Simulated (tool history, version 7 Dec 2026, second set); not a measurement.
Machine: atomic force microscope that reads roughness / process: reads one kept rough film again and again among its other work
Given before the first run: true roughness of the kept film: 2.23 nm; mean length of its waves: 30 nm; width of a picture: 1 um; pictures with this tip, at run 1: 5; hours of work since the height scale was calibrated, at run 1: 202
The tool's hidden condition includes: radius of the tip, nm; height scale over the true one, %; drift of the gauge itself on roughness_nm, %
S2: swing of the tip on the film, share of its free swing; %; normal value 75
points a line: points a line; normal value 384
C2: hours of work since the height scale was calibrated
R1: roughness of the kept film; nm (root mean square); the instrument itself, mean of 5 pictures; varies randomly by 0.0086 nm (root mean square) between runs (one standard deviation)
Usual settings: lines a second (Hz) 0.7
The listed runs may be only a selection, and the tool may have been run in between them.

run 1 day=0 | lines_a_second_(Hz)=0.7 S2=75 points_a_line=384 | pictures_with_this_tip=5 C2=202 | R1=1.887
run 2 day=0.254 | lines_a_second_(Hz)=0.7 S2=75 points_a_line=749 | pictures_with_this_tip=12 C2=205 | R1=1.885
run 3 day=0.55 | lines_a_second_(Hz)=0.7 S2=75 points_a_line=749 | pictures_with_this_tip=20 C2=209 | R1=1.86
run 4 day=0.904 | lines_a_second_(Hz)=0.7 S2=75 points_a_line=749 | pictures_with_this_tip=29 C2=213 | R1=1.847
run 5 day=1.225 | lines_a_second_(Hz)=0.7 S2=75 points_a_line=749 | pictures_with_this_tip=38 C2=216 | R1=1.846
run 6 day=1.579 | lines_a_second_(Hz)=1.813 S2=75 points_a_line=384 | pictures_with_this_tip=48 C2=220 | R1=1.672
run 7 day=1.904 | lines_a_second_(Hz)=1.813 S2=75 points_a_line=384 | pictures_with_this_tip=56 C2=224 | R1=1.658
run 8 day=2.321 | lines_a_second_(Hz)=1.813 S2=75 points_a_line=384 | pictures_with_this_tip=68 C2=228 | R1=1.634
run 9 day=2.629 | lines_a_second_(Hz)=1.813 S2=75 points_a_line=384 | pictures_with_this_tip=76 C2=232 | R1=1.632
run 10 day=2.888 | lines_a_second_(Hz)=1.813 S2=75 points_a_line=384 | pictures_with_this_tip=83 C2=235 | R1=1.607
-- day=2.967 height scale calibrated on a step standard
run 11 day=3.283 | lines_a_second_(Hz)=1.813 S2=75 points_a_line=384 | pictures_with_this_tip=93 C2=4 | R1=1.602
run 12 day=3.65 | lines_a_second_(Hz)=0.7 S2=75 points_a_line=384 | pictures_with_this_tip=102 C2=8 | R1=1.723
-- day=3.842 height scale calibrated on a step standard, once more
run 13 day=3.954 | lines_a_second_(Hz)=0.7 S2=75 points_a_line=384 | pictures_with_this_tip=110 C2=1 | R1=1.727
run 14 day=4.146 | lines_a_second_(Hz)=0.7 S2=75 points_a_line=384 | pictures_with_this_tip=115 C2=3 | R1=1.715
run 15 day=4.496 | lines_a_second_(Hz)=0.7 S2=75 points_a_line=384 | pictures_with_this_tip=124 C2=7 | R1=1.703
run 16 day=4.725 | lines_a_second_(Hz)=0.7 S2=75 points_a_line=384 | pictures_with_this_tip=130 C2=10 | R1=1.691
run 17 day=5.021 | lines_a_second_(Hz)=0.7 S2=87 points_a_line=594 | pictures_with_this_tip=139 C2=13 | R1=1.619
run 18 day=5.467 | lines_a_second_(Hz)=2.315 S2=70 points_a_line=735 | pictures_with_this_tip=151 C2=18 | R1=1.54
run 19 day=5.921 | lines_a_second_(Hz)=2.071 S2=55 points_a_line=384 | pictures_with_this_tip=163 C2=23 | R1=1.658
run 20 day=6.196 | lines_a_second_(Hz)=2.652 S2=60 points_a_line=441 | pictures_with_this_tip=170 C2=26 | R1=1.585

For run 21, what comes out?
run 21 day=6.579 | lines_a_second_(Hz)=2.465 S2=85 points_a_line=384 | pictures_with_this_tip=181 C2=31 | R1=?

R1: 1.271 nm (root mean square)
Minus the tool's unlogged condition, the same run would have read R1 1.49 nm (root mean square).
